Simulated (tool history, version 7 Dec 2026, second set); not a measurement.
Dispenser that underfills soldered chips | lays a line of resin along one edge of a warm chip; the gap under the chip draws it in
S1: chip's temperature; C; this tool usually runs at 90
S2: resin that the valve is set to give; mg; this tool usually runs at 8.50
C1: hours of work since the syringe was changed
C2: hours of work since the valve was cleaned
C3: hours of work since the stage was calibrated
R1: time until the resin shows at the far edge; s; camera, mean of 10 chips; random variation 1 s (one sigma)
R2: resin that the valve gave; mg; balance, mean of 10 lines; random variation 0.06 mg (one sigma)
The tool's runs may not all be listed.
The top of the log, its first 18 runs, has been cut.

| run | hour | S1 | S2 | C1 | C2 | C3 | R1 | R2 |
|---|---|---|---|---|---|---|---|---|
|  | 182.9 | new syringe of resin |
|  | 192.6 | new syringe of resin |
| 19 | 195.2 | 99 | 8.50 | 2 | 67 | 446 | 77.6 | 7.97 |
|  | 202.6 | new syringe of resin |
| 20 | 207.8 | 90 | 8.45 | 4 | 76 | 454 | 131.9 | 8.01 |
|  | 212.6 | new syringe of resin |
|  | 220.8 | stage's temperature calibrated |
|  | 223.6 | new syringe of resin |
| 21 | 223.7 | 76 | 8.86 | 0 | 86 | 2 | 178.2 | 8.17 |
|  | 233.5 | new syringe of resin |
| 22 | 237.5 | 76 | 8.86 | 3 | 96 | 12 | 231.9 | 8.21 |
|  | 243.7 | new syringe of resin |
| 23 | 247.8 | 76 | 8.86 | 3 | 103 | 19 | 233.3 | 8.10 |
|  | 251.7 | dispensing valve cleaned and set on the balance |
|  | 255.0 | new syringe of resin |
| 24 | 262.1 | 96 | 10.11 | 5 | 7 | 28 | 117.1 | 10.03 |
|  | 265.4 | new syringe of resin |
|  | 275.4 | new syringe of resin |
| 25 | 276.6 | 87 | 9.94 | 1 | 17 | 38 | 116.2 | 9.73 |
|  | 285.7 | new syringe of resin |
| 26 | 289.8 | 87 | 9.94 | 3 | 27 | 47 | 138.2 | 9.76 |
|  | 295.7 | new syringe of resin |
| 27 | 301.0 | 83 | 7.97 | 4 | 34 | 55 | 185.3 | 7.88 |
|  | 305.3 | new syringe of resin |
|  | 315.1 | new syringe of resin |
| 28 | 315.7 | 83 | 7.97 | 0 | 45 | 65 | 138.9 | 7.71 |
| 29 | 322.3 | 83 | 7.97 | 5 | 49 | 70 | 216.2 | 7.72 |
|  | 325.3 | new syringe of resin |
|  | 335.7 | new syringe of resin |
| 30 | 337.0 | 78 | 8.83 | 1 | 59 | 80 | 175.4 | 8.38 |
|  | 346.1 | new syringe of resin |
| 31 | 346.5 | 92 | 9.38 | 0 | 66 | 87 | 90.9 | 9.00 |
|  | 356.1 | new syringe of resin |
| 32 | 360.6 | 90 | 9.35 | 3 | 76 | 97 | 125.7 | 8.76 |
|  | 366.0 | new syringe of resin |
| 33 | 370.7 | 88 | 10.07 | 3 | 83 | 104 | 142.1 | 9.51 |

What if the next run were any one of these 4? Each begins from the tool's condition after run 33:
|  | 375.8 | new syringe of resin |
| A | 377.6 | 90 | 10.52 | 1 | 88 | 109 | ? | ? |
|  | 375.8 | new syringe of resin |
| B | 377.6 | 98 | 10.49 | 1 | 88 | 109 | ? | ? |
|  | 375.8 | new syringe of resin |
| C | 377.6 | 90 | 10.55 | 1 | 88 | 109 | ? | ? |
|  | 375.8 | new syringe of resin |
| D | 377.6 | 90 | 11.01 | 1 | 88 | 109 | ? | ? |

| run | R1 | R2 |
|---|---|---|
| A | 107.2 | 9.83 |
| B | 77.6 | 9.87 |
| C | 108.8 | 9.97 |
| D | 105.9 | 10.32 |
Stripped of hidden state, with their random variation kept, the same runs would have yielded:
| run | R1 | R2 |
|---|---|---|
| A | 93.8 | 10.50 |
| B | 67.9 | 10.54 |
| C | 95.2 | 10.64 |
| D | 92.7 | 11.01 |
